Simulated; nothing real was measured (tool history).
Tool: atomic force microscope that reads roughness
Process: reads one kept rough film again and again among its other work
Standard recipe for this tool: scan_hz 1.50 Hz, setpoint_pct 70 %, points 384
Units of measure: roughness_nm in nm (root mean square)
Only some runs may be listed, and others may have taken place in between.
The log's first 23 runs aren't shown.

Run 24, hour 235.2: usual settings but scan_hz 3.78 Hz. Result: roughness_nm 2.576 nm (root mean square).
Run 25, hour 244.0: usual settings but scan_hz 3.78 Hz. Result: roughness_nm 2.611 nm (root mean square).
Run 26, hour 253.4: usual settings but scan_hz 3.78 Hz. Result: roughness_nm 2.606 nm (root mean square).
Run 27, hour 261.0: usual settings. Result: roughness_nm 2.701 nm (root mean square).
Run 28, hour 267.5: usual settings but scan_hz 2.54 Hz, setpoint_pct 83 %, points 825. Result: roughness_nm 2.561 nm (root mean square).
Run 29, hour 276.8: usual settings but setpoint_pct 67 %. Result: roughness_nm 2.701 nm (root mean square).
Run 30, hour 290.0: usual settings but setpoint_pct 67 %. Result: roughness_nm 2.705 nm (root mean square).
Run 31, hour 297.1: usual settings but scan_hz 0.70 Hz, setpoint_pct 62 %, points 863. Result: roughness_nm 2.736 nm (root mean square).
Run 32, hour 309.0: usual settings but setpoint_pct 76 %, points 340. Result: roughness_nm 2.661 nm (root mean square).
At hour 318.2: new tip fitted.
Run 33, hour 318.2: usual settings but scan_hz 2.98 Hz, setpoint_pct 76 %, points 842. Result: roughness_nm 2.591 nm (root mean square).
Run 34, hour 330.3: usual settings but scan_hz 2.98 Hz, setpoint_pct 76 %, points 842. Result: roughness_nm 2.580 nm (root mean square).
Run 35, hour 340.7: usual settings but setpoint_pct 74 %, points 554. Result: roughness_nm 2.686 nm (root mean square).
Run 36, hour 347.2: usual settings but scan_hz 3.98 Hz, setpoint_pct 74 %, points 289. Result: roughness_nm 2.542 nm (root mean square).
Run 37, hour 357.7: usual settings but scan_hz 3.92 Hz, setpoint_pct 62 %, points 294. Result: roughness_nm 2.664 nm (root mean square).
Run 38, hour 367.4: usual settings but scan_hz 3.92 Hz, setpoint_pct 62 %, points 294. Result: roughness_nm 2.649 nm (root mean square).
Run 39, hour 380.0: usual settings but scan_hz 2.80 Hz, setpoint_pct 76 %, points 443. Result: roughness_nm 2.595 nm (root mean square).
Run 40, hour 393.0: usual settings but scan_hz 2.80 Hz, setpoint_pct 76 %, points 443. Result: roughness_nm 2.600 nm (root mean square).
Run 41, hour 399.9: usual settings but scan_hz 2.80 Hz, setpoint_pct 76 %, points 443. Result: roughness_nm 2.582 nm (root mean square).
Run 42, hour 406.1: usual settings but scan_hz 1.34 Hz, points 398. Result: roughness_nm 2.703 nm (root mean square).
Run 43, hour 419.1: usual settings but scan_hz 0.76 Hz, setpoint_pct 60 %, points 261. Result: roughness_nm 2.706 nm (root mean square).
At hour 427.2: new tip fitted.
Run 44, hour 430.9: usual settings but scan_hz 1.93 Hz, setpoint_pct 64 %, points 354. Result: roughness_nm 2.700 nm (root mean square).
Run 45, hour 441.1: usual settings but scan_hz 1.93 Hz, setpoint_pct 64 %, points 354. Result: roughness_nm 2.727 nm (root mean square).
Run 46, hour 448.5: usual settings but scan_hz 1.93 Hz, setpoint_pct 66 %, points 622. Result: roughness_nm 2.695 nm (root mean square).

Expected results for the next run?
Run 47, hour 455.6: usual settings but scan_hz 1.93 Hz, setpoint_pct 66 %, points 622. Result: roughness_nm ?.

roughness_nm: 2.682 nm (root mean square)
Take away the tool's hidden state, keep the run-to-run variation as it was, and the same run would have given roughness_nm 2.684 nm (root mean square).
